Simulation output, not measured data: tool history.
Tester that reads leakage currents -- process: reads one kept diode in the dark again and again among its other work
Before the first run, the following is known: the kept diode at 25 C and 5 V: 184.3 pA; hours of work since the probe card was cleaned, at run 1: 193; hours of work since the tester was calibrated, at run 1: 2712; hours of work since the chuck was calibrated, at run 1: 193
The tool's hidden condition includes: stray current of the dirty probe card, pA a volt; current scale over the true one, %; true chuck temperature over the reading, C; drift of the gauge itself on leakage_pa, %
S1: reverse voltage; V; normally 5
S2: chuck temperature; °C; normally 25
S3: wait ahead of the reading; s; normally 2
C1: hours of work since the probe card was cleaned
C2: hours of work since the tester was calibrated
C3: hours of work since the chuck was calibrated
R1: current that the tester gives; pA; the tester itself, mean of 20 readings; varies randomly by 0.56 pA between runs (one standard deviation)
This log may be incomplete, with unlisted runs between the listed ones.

{"run": 1, "day": 0.0, "S1": 5, "S2": 25, "S3": 2, "C1": 193, "C2": 2712, "C3": 193, "R1": 181.52}
{"run": 2, "day": 5.871, "S1": 5, "S2": 25, "S3": 2, "C1": 261, "C2": 2780, "C3": 261, "R1": 179.88}
{"run": 3, "day": 12.017, "S1": 5, "S2": 25, "S3": 2, "C1": 332, "C2": 2852, "C3": 332, "R1": 179.65}
{"run": 4, "day": 17.546, "S1": 5, "S2": 25, "S3": 2, "C1": 397, "C2": 2916, "C3": 397, "R1": 179.04}
{"run": 5, "day": 25.096, "S1": 5, "S2": 25, "S3": 2, "C1": 484, "C2": 3003, "C3": 484, "R1": 178.1}
{"run": 6, "day": 29.938, "S1": 5, "S2": 25, "S3": 2, "C1": 540, "C2": 3059, "C3": 540, "R1": 177.42}
{"run": 7, "day": 36.95, "S1": 5, "S2": 25, "S3": 2, "C1": 622, "C2": 3141, "C3": 622, "R1": 176.53}
{"run": 8, "day": 44.85, "S1": 5, "S2": 25, "S3": 1.16, "C1": 713, "C2": 3232, "C3": 713, "R1": 176.62}
{"run": 9, "day": 52.812, "S1": 5, "S2": 25, "S3": 1.16, "C1": 805, "C2": 3325, "C3": 805, "R1": 175.05}
{"run": 10, "day": 59.938, "S1": 5.87, "S2": 21, "S3": 5.73, "C1": 888, "C2": 3407, "C3": 888, "R1": 128.96}
{"day": 63.062, "done": "chuck's temperature calibrated"}
{"run": 11, "day": 65.35, "S1": 5.87, "S2": 21, "S3": 5.73, "C1": 950, "C2": 3469, "C3": 26, "R1": 136.59}
{"run": 12, "day": 72.788, "S1": 5.87, "S2": 21, "S3": 5.73, "C1": 1036, "C2": 3555, "C3": 113, "R1": 136.05}
{"run": 13, "day": 76.833, "S1": 5.87, "S2": 21, "S3": 5.73, "C1": 1083, "C2": 3602, "C3": 160, "R1": 134.99}
{"run": 14, "day": 83.575, "S1": 5.87, "S2": 27, "S3": 1.54, "C1": 1161, "C2": 3680, "C3": 238, "R1": 226.73}
{"run": 15, "day": 89.138, "S1": 2.36, "S2": 25, "S3": 1.54, "C1": 1226, "C2": 3745, "C3": 302, "R1": 142.68}
{"run": 16, "day": 93.133, "S1": 10.23, "S2": 25, "S3": 2.96, "C1": 1272, "C2": 3791, "C3": 349, "R1": 227.95}
{"run": 17, "day": 100.538, "S1": 7.76, "S2": 26, "S3": 1.07, "C1": 1358, "C2": 3877, "C3": 434, "R1": 226.89}

Alternative continuations, all from the tool just after run 17; predict every row:
{"run": "A", "day": 106.892, "S1": 5, "S2": 46, "S3": 2, "C1": 1431, "C2": 3951, "C3": 508, "R1": "?"}
{"run": "B", "day": 106.892, "S1": 9.02, "S2": 26, "S3": 1.07, "C1": 1431, "C2": 3951, "C3": 508, "R1": "?"}
{"run": "C", "day": 106.892, "S1": 1.21, "S2": 47, "S3": 0.53, "C1": 1431, "C2": 3951, "C3": 508, "R1": "?"}
{"run": "D", "day": 106.892, "S1": 7.32, "S2": 26, "S3": 1.07, "C1": 1431, "C2": 3951, "C3": 508, "R1": "?"}

run=A R1=990.25
run=B R1=236.24
run=C R1=683.79
run=D R1=221.2
Take away the tool's hidden state, keep each run's random variation, and the runs would have read:
run=A R1=1026.61
run=B R1=242.45
run=C R1=709.77
run=D R1=227.53
